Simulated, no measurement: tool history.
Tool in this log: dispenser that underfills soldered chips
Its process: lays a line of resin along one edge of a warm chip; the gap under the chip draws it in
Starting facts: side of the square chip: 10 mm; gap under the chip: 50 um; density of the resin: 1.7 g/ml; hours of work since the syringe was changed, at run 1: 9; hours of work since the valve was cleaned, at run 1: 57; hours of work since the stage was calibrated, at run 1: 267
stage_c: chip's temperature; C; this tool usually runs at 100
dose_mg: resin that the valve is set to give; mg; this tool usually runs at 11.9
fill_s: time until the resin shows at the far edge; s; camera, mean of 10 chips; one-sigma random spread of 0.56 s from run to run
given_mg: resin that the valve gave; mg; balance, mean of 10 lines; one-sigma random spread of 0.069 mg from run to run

run     day  stage_c  dose_mg  hours of work since the syringe was changed  hours of work since the valve was cleaned  hours of work since the stage was calibrated  fill_s  given_mg
  1   0.000      100     11.9                                            9                                         57                                           267    91.2     11.20
      0.167  -- new syringe of resin
  2   0.700      100     11.9                                            9                                         69                                           279    99.1     11.24
      0.867  -- new syringe of resin
  3   1.333      115     11.9                                            8                                         79                                           289    55.2     11.03
      1.525  -- new syringe of resin
  4   1.912      115     11.7                                            7                                         89                                           299    50.0     10.67
      2.192  -- new syringe of resin
  5   2.342      115     11.7                                            3                                         96                                           306    35.1     10.71
      2.858  -- new syringe of resin
  6   3.000      111     11.9                                            2                                        107                                           317    39.7     10.66
  7   3.388      100     15.2                                            9                                        114                                           324    94.0     13.61
      3.521  -- new syringe of resin
  8   3.979      113     11.9                                            8                                        124                                           334    57.9     10.45
      4.175  -- new syringe of resin
  9   4.383      100     11.9                                            4                                        130                                           340    61.9     10.54
      4.592  -- dispensing valve cleaned and set on the balance
 10   4.771       88     11.9                                            9                                          3                                           346   148.8     11.80
      4.867  -- new syringe of resin
 11   5.362       88     11.9                                            9                                         13                                           356   136.0     11.65
      5.533  -- new syringe of resin
 12   5.700       88     11.9                                            3                                         19                                           362    84.0     11.54
 13   6.133      100     11.9                                           10                                         26                                           369   106.1     11.48
      6.183  -- new syringe of resin
 14   6.554      100     11.9                                            6                                         33                                           376    76.9     11.46
      6.862  -- new syringe of resin
 15   7.021      100     11.9                                            3                                         41                                           384    55.0     11.40
      7.538  -- new syringe of resin
 16   7.546      100     11.9                                            0                                         49                                           393    43.8     11.43
 17   8.042      100     11.9                                            9                                         58                                           401    90.8     11.17
      8.192  -- new syringe of resin
 18   8.379       97     12.0                                            3                                         64                                           407    62.5     11.24
      8.867  -- new syringe of resin
 19   8.938       86     13.2                                            1                                         73                                           416    78.8     12.20
 20   9.250       92     13.9                                            7                                         78                                           421    97.5     12.82
      9.542  -- new syringe of resin
 21   9.729      109     13.4                                            3                                         86                                           429    42.2     12.19
 22  10.138      114     13.9                                           10                                         93                                           436    65.4     12.57
     10.204  -- new syringe of resin
 23  10.783      103     12.9                                           10                                        104                                           447    89.6     11.53
     10.879  -- new syringe of resin
 24  11.192      111     14.1                                            5                                        111                                           454    45.1     12.56
     11.567  -- new syringe of resin
 25  11.758       87     11.8                                            3                                        120                                           463    90.0     10.41
     12.233  -- new syringe of resin
 26  12.233      100     14.6                                            0                                        128                                           471    41.2     12.66
     12.588  -- dispensing valve cleaned and set on the balance
 27  12.638      106     12.0                                            6                                          1                                           478    59.3     11.95
     12.938  -- new syringe of resin
 28  13.158       89     13.5                                            4                                         10                                           486    81.5     13.44
 29  13.542       93     13.9                                           10                                         16                                           493   126.3     13.83
     13.583  -- new syringe of resin
 30  14.092       93     13.9                                            9                                         25                                           502   106.6     13.62
     14.238  -- new syringe of resin
 31  14.458      100     15.3                                            4                                         31                                           508    55.7     14.89
 32  14.833       92     14.5                                           10                                         38                                           515   125.4     13.99
     14.908  -- new syringe of resin
 33  15.217       92     14.5                                            5                                         44                                           521    82.9     13.91
 34  15.512       94     11.9                                           10                                         49                                           526   127.2     11.29

Had the tool no unlogged condition, and each run kept its random variation, what would the results have been?
The tool's hidden condition here consists of: resin's viscosity, % of fresh resin's; dose that the valve gives, % of what is set; true chip temperature over the reading, C; drift of the gauge itself on fill_s, %; drift of the gauge itself on given_mg, %.
run  fill_s  given_mg
  1    47.5     11.84
  2    48.2     12.03
  3    29.9     11.93
  4    29.3     11.68
  5    29.5     11.80
  6    32.8     11.89
  7    45.6     15.28
  8    31.8     11.87
  9    48.3     12.05
 10    74.0     11.85
 11    73.0     11.82
 12    71.7     11.77
 13    47.9     11.80
 14    48.5     11.87
 15    48.5     11.89
 16    47.5     12.04
 17    48.4     11.87
 18    52.6     12.01
 19    77.5     13.16
 20    61.0     13.90
 21    34.8     13.35
 22    30.0     13.86
 23    42.1     12.86
 24    31.7     14.13
 25    74.5     11.82
 26    45.4     14.52
 27    39.4     11.97
 28    68.2     13.58
 29    60.6     14.07
 30    57.9     13.98
 31    45.9     15.39
 32    60.3     14.55
 33    59.9     14.55
 34    59.9     11.88
